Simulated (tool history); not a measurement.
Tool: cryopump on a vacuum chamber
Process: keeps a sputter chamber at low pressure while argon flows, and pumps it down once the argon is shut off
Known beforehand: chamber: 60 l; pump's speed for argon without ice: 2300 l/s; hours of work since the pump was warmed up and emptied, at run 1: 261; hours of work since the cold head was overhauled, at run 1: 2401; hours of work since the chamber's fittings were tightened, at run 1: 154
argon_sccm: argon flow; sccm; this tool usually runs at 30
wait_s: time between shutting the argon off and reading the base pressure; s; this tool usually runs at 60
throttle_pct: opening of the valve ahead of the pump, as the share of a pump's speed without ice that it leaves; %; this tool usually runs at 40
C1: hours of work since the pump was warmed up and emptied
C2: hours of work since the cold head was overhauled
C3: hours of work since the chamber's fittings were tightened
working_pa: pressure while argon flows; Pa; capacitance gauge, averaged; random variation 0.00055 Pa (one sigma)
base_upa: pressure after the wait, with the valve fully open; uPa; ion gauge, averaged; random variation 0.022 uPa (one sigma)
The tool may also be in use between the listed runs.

{"run": 1, "hour": 0.0, "argon_sccm": 30, "wait_s": 60, "throttle_pct": 40, "C1": 261, "C2": 2401, "C3": 154, "working_pa": 0.0582, "base_upa": 0.86}
{"run": 2, "hour": 60.8, "argon_sccm": 30, "wait_s": 60, "throttle_pct": 40, "C1": 305, "C2": 2445, "C3": 198, "working_pa": 0.0587, "base_upa": 0.95}
{"run": 3, "hour": 118.1, "argon_sccm": 30, "wait_s": 60, "throttle_pct": 40, "C1": 347, "C2": 2486, "C3": 240, "working_pa": 0.0594, "base_upa": 1.06}
{"run": 4, "hour": 206.4, "argon_sccm": 30, "wait_s": 60, "throttle_pct": 16, "C1": 411, "C2": 2550, "C3": 304, "working_pa": 0.1444, "base_upa": 1.2}
{"run": 5, "hour": 278.2, "argon_sccm": 30, "wait_s": 60, "throttle_pct": 40, "C1": 463, "C2": 2602, "C3": 356, "working_pa": 0.0617, "base_upa": 1.3}
{"run": 6, "hour": 360.9, "argon_sccm": 14, "wait_s": 60, "throttle_pct": 40, "C1": 522, "C2": 2662, "C3": 415, "working_pa": 0.0292, "base_upa": 1.5}
{"run": 7, "hour": 433.1, "argon_sccm": 30, "wait_s": 23, "throttle_pct": 40, "C1": 575, "C2": 2714, "C3": 468, "working_pa": 0.0644, "base_upa": 2.32}
{"run": 8, "hour": 494.0, "argon_sccm": 30, "wait_s": 60, "throttle_pct": 40, "C1": 619, "C2": 2758, "C3": 512, "working_pa": 0.0653, "base_upa": 1.81}
{"hour": 571.7, "done": "pump warmed up, emptied and cooled again"}
{"run": 9, "hour": 583.5, "argon_sccm": 38, "wait_s": 60, "throttle_pct": 40, "C1": 9, "C2": 2819, "C3": 573, "working_pa": 0.0707, "base_upa": 1.49}
{"run": 10, "hour": 666.5, "argon_sccm": 40, "wait_s": 95, "throttle_pct": 40, "C1": 69, "C2": 2880, "C3": 633, "working_pa": 0.0757, "base_upa": 1.5}
{"run": 11, "hour": 754.3, "argon_sccm": 21, "wait_s": 95, "throttle_pct": 40, "C1": 132, "C2": 2943, "C3": 696, "working_pa": 0.0398, "base_upa": 1.69}
{"run": 12, "hour": 797.5, "argon_sccm": 21, "wait_s": 95, "throttle_pct": 40, "C1": 163, "C2": 2974, "C3": 728, "working_pa": 0.0399, "base_upa": 1.73}
{"run": 13, "hour": 891.5, "argon_sccm": 21, "wait_s": 95, "throttle_pct": 40, "C1": 231, "C2": 3042, "C3": 796, "working_pa": 0.0409, "base_upa": 1.96}
{"run": 14, "hour": 978.3, "argon_sccm": 30, "wait_s": 55, "throttle_pct": 35, "C1": 294, "C2": 3105, "C3": 858, "working_pa": 0.0671, "base_upa": 2.28}
{"run": 15, "hour": 1061.1, "argon_sccm": 30, "wait_s": 55, "throttle_pct": 35, "C1": 354, "C2": 3165, "C3": 918, "working_pa": 0.0685, "base_upa": 2.42}

Run 16, settings as shown, results not yet in. Your forecast:
{"run": 16, "hour": 1119.8, "argon_sccm": 30, "wait_s": 55, "throttle_pct": 35, "C1": 397, "C2": 3207, "C3": 961, "working_pa": "?", "base_upa": "?"}

working_pa: 0.0687 Pa
base_upa: 2.57 uPa
Had the tool carried no hidden state, the very same run would have given working_pa 0.0627 Pa, base_upa 0.55 uPa.
